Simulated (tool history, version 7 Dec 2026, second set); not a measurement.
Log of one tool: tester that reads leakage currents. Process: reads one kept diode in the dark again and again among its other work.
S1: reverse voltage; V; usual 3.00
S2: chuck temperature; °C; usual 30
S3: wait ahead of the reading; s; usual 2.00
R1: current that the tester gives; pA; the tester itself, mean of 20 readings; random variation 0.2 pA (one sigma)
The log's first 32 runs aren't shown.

Run 33, hour 1835.0: usual settings but S1 4.49 V, S2 36 °C, S3 9.05 s. Result: R1 118.62 pA.
Run 34, hour 1871.1: usual settings but S1 2.08 V, S3 4.65 s. Result: R1 57.52 pA.
Run 35, hour 1912.1: usual settings but S1 11.02 V, S3 0.47 s. Result: R1 104.14 pA.
Run 36, hour 1970.1: usual settings but S1 11.02 V, S3 0.47 s. Result: R1 104.71 pA.
Run 37, hour 2028.4: usual settings but S1 11.02 V, S3 0.47 s. Result: R1 104.82 pA.
Run 38, hour 2098.9: usual settings but S1 11.02 V, S3 0.47 s. Result: R1 105.92 pA.
Run 39, hour 2145.2: usual settings but S1 16.71 V, S2 40 °C, S3 9.70 s. Result: R1 254.56 pA.
Run 40, hour 2182.1: usual settings but S1 16.71 V, S2 40 °C, S3 9.70 s. Result: R1 256.74 pA.
Run 41, hour 2261.2: usual settings but S1 2.73 V, S2 59 °C, S3 0.71 s. Result: R1 554.51 pA.

Forecast each of these 3 alternatives for the next run:
Run A, hour 2311.1: usual settings but S1 2.73 V, S2 24 °C, S3 0.71 s. Result: R1 ?.
Run B, hour 2311.1: usual settings but S2 27 °C. Result: R1 ?.
Run C, hour 2311.1: usual settings but S2 34 °C, S3 0.57 s. Result: R1 ?.

run     R1
  A  40.04
  B  52.98
  C  92.01
Without the tool's hidden state the same runs would have given:
run     R1
  A  37.18
  B  49.63
  C  87.83

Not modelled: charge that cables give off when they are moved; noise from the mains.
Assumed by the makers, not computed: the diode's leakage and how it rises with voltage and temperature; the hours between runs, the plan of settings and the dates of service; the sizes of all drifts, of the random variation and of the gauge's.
